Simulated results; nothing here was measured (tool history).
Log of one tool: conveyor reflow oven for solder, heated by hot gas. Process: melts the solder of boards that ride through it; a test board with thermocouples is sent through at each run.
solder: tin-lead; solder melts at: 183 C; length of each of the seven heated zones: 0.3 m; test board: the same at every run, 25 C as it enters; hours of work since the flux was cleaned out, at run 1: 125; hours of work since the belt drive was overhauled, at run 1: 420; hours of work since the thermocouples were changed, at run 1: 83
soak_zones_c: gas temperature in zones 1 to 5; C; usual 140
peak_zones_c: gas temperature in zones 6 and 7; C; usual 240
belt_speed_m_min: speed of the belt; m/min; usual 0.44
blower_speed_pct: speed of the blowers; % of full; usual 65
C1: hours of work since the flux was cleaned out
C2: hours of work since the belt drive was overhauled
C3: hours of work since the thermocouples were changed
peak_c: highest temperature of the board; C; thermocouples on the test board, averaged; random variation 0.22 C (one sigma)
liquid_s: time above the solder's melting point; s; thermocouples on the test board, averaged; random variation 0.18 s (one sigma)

Run 1, hour 0: usual settings; C1 125; C2 420; C3 83. Result: peak_c 221.4 C, liquid_s 65.4 s.
Run 2, hour 40.8: usual settings but soak_zones_c 135 C; C1 147; C2 441; C3 105. Result: peak_c 220.5 C, liquid_s 63 s.
Run 3, hour 99.1: usual settings but soak_zones_c 135 C; C1 177; C2 471; C3 135. Result: peak_c 220.5 C, liquid_s 62.5 s.
Run 4, hour 126.6: usual settings but soak_zones_c 135 C; C1 191; C2 486; C3 149. Result: peak_c 220 C, liquid_s 62.5 s.
Run 5, hour 175: usual settings; C1 216; C2 511; C3 174. Result: peak_c 221.1 C, liquid_s 64.9 s.
Run 6, hour 211.7: usual settings; C1 235; C2 530; C3 193. Result: peak_c 220.9 C, liquid_s 65 s.
Run 7, hour 265.4: usual settings but belt_speed_m_min 0.454 m/min; C1 263; C2 558; C3 221. Result: peak_c 219 C, liquid_s 61.7 s.
Run 8, hour 322.7: usual settings but belt_speed_m_min 0.454 m/min; C1 293; C2 587; C3 251. Result: peak_c 219.6 C, liquid_s 61.1 s.
At hour 351.3: flux residue cleaned out of gas plates and filters.
Run 9, hour 365.3: usual settings; C1 7; C2 607; C3 271. Result: peak_c 222.2 C, liquid_s 66.7 s.
Run 10, hour 390.7: usual settings; C1 20; C2 620; C3 284. Result: peak_c 221.9 C, liquid_s 66.3 s.
Run 11, hour 443.5: usual settings; C1 48; C2 648; C3 311. Result: peak_c 221.7 C, liquid_s 66.1 s.
Run 12, hour 490.4: usual settings but peak_zones_c 251 C, blower_speed_pct 79 % of full; C1 72; C2 672; C3 336. Result: peak_c 233.9 C, liquid_s 74.7 s.
Run 13, hour 532: usual settings but peak_zones_c 251 C, blower_speed_pct 79 % of full; C1 94; C2 694; C3 357. Result: peak_c 234.2 C, liquid_s 73.9 s.
Run 14, hour 565.7: usual settings but soak_zones_c 135 C, peak_zones_c 231 C, belt_speed_m_min 0.352 m/min, blower_speed_pct 56 % of full; C1 111; C2 711; C3 375. Result: peak_c 217.4 C, liquid_s 77.7 s.
At hour 573.7: belt drive overhauled, speed set with a stopwatch.
Run 15, hour 611.9: usual settings but blower_speed_pct 64 % of full; C1 133; C2 20; C3 397. Result: peak_c 220.8 C, liquid_s 65.9 s.
Run 16, hour 651: usual settings but belt_speed_m_min 0.522 m/min, blower_speed_pct 74 % of full; C1 154; C2 40; C3 417. Result: peak_c 217.2 C, liquid_s 51.8 s.
Run 17, hour 702: usual settings but belt_speed_m_min 0.522 m/min, blower_speed_pct 74 % of full; C1 180; C2 67; C3 444. Result: peak_c 216.5 C, liquid_s 51.6 s.
Run 18, hour 733.4: usual settings but peak_zones_c 251 C; C1 197; C2 83; C3 460. Result: peak_c 230.6 C, liquid_s 71.8 s.
Run 19, hour 762.3: usual settings but peak_zones_c 251 C; C1 212; C2 98; C3 475. Result: peak_c 230 C, liquid_s 72.3 s.
Run 20, hour 807.7: usual settings but soak_zones_c 133 C, blower_speed_pct 87 % of full; C1 235; C2 122; C3 499. Result: peak_c 223.7 C, liquid_s 66 s.
At hour 817: belt drive overhauled, speed set with a stopwatch, once more.
Run 21, hour 859.7: usual settings but belt_speed_m_min 0.377 m/min, blower_speed_pct 53 % of full; C1 260; C2 22; C3 524. Result: peak_c 221.9 C, liquid_s 76.3 s.

How the hidden state differs across the entries between the runs, from the last listed run before each to the first after it:
Between runs 8 and 9: flux residue cleaned out of gas plates and filters (hour 351.3)
  heat that the gas passes to the board, % of a clean oven's: 91.3 -> 99.3; belt's true speed, % of the reading: 99.08 -> 99.05; true gas temperature in zones 6 and 7 over the reading, C: -0.55 -> -0.59
  measured less the result without the state, peak_c: -2.4 -> -0.4 C; liquid_s: -1.6 -> +0.4 s
Between runs 14 and 15: belt drive overhauled, speed set with a stopwatch (hour 573.7)
  heat that the gas passes to the board, % of a clean oven's: 96.2 -> 95.6; belt's true speed, % of the reading: 98.84 -> 98.49; true gas temperature in zones 6 and 7 over the reading, C: -0.8 -> -0.85
  measured less the result without the state, peak_c: -1 -> -1.3 C; liquid_s: -0.2 -> +0 s
Between runs 20 and 21: belt drive overhauled, speed set with a stopwatch, once more (hour 817)
  heat that the gas passes to the board, % of a clean oven's: 92.9 -> 92.3; belt's true speed, % of the reading: 98.29 -> 99.94; true gas temperature in zones 6 and 7 over the reading, C: -1.06 -> -1.12
  measured less the result without the state, peak_c: -2.4 -> -2.5 C; liquid_s: -0.6 -> -2.2 s
